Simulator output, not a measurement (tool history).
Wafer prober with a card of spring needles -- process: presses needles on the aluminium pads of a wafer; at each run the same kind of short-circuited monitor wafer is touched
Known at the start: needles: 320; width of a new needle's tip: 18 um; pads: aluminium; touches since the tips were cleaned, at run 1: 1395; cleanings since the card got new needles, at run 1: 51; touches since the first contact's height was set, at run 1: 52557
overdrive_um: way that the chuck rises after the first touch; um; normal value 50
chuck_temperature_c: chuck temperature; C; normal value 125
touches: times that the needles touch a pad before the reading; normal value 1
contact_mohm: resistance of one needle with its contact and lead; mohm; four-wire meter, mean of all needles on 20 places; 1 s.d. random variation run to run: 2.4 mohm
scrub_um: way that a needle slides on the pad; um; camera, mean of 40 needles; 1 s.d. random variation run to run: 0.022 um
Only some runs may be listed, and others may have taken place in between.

run	hour	overdrive_um	chuck_temperature_c	touches	touches since the tips were cleaned	cleanings since the card got new needles	touches since the first contact's height was set	contact_mohm	scrub_um
1	0.0	50	125	1	1395	51	52557	319	8.60
# hour 6.4: tips cleaned on abrasive film
2	14.7	50	125	3	2484	52	56919	298	8.58
# hour 18.7: tips cleaned on abrasive film
# hour 29.7: tips cleaned on abrasive film
# hour 41.6: tips cleaned on abrasive film
3	44.0	50	125	3	719	55	65574	288	8.56
# hour 52.3: tips cleaned on abrasive film
4	61.8	50	125	3	2824	56	70853	309	8.57
# hour 63.7: tips cleaned on abrasive film
# hour 75.9: tips cleaned on abrasive film
5	79.3	50	125	3	990	58	76016	290	8.46
# hour 86.6: tips cleaned on abrasive film
6	95.2	50	125	2	2549	59	80739	324	8.51
# hour 97.5: tips cleaned on abrasive film
# hour 109.3: tips cleaned on abrasive film
7	117.0	50	125	2	2290	61	87198	324	8.48
# hour 121.6: tips cleaned on abrasive film
# hour 131.9: tips cleaned on abrasive film
8	140.8	50	125	2	2658	63	94252	327	8.47
# hour 143.4: tips cleaned on abrasive film
# hour 155.2: tips cleaned on abrasive film
# hour 166.5: tips cleaned on abrasive film
9	170.4	50	125	2	1140	66	102983	304	8.43
# hour 178.4: tips cleaned on abrasive film
# hour 191.1: tips cleaned on abrasive film
10	199.9	50	26	1	2630	68	111758	338	8.44
# hour 202.6: tips cleaned on abrasive film
# hour 214.9: tips cleaned on abrasive film
11	218.3	50	26	1	1024	70	117181	299	8.36
# hour 226.8: tips cleaned on abrasive film
# hour 237.8: tips cleaned on abrasive film
# hour 248.8: tips cleaned on abrasive film
12	248.8	50	26	1	0	73	126185	264	8.37
# hour 256.3: height of the first contact set anew
# hour 260.9: tips cleaned on abrasive film
13	262.8	50	26	1	558	74	1911	279	8.65
# hour 272.7: tips cleaned on abrasive film
14	277.0	50	49	1	1297	75	6138	320	8.69
# hour 283.4: tips cleaned on abrasive film
# hour 295.7: tips cleaned on abrasive film
15	296.1	42	49	2	111	77	11759	265	7.29
# hour 306.6: tips cleaned on abrasive film
16	315.2	34	70	2	2591	78	17456	364	5.93
# hour 317.3: tips cleaned on abrasive film
# hour 329.8: tips cleaned on abrasive film
# hour 341.7: tips cleaned on abrasive film
17	342.7	31	70	1	308	81	25567	314	5.31
# hour 352.8: tips cleaned on abrasive film
# hour 363.3: tips cleaned on abrasive film
18	371.7	31	70	1	2536	83	34181	473	5.32

Run 19 has not been measured yet. What should we expect?
# hour 373.9: tips cleaned on abrasive film
# hour 384.6: tips cleaned on abrasive film
19	384.6	31	70	1	0	85	37947	?	?

{"run 19": {"contact_mohm": 283, "scrub_um": 5.27}}
Minus the tool's unlogged condition, the same run would have read contact_mohm 269 mohm, scrub_um 5.40 um.
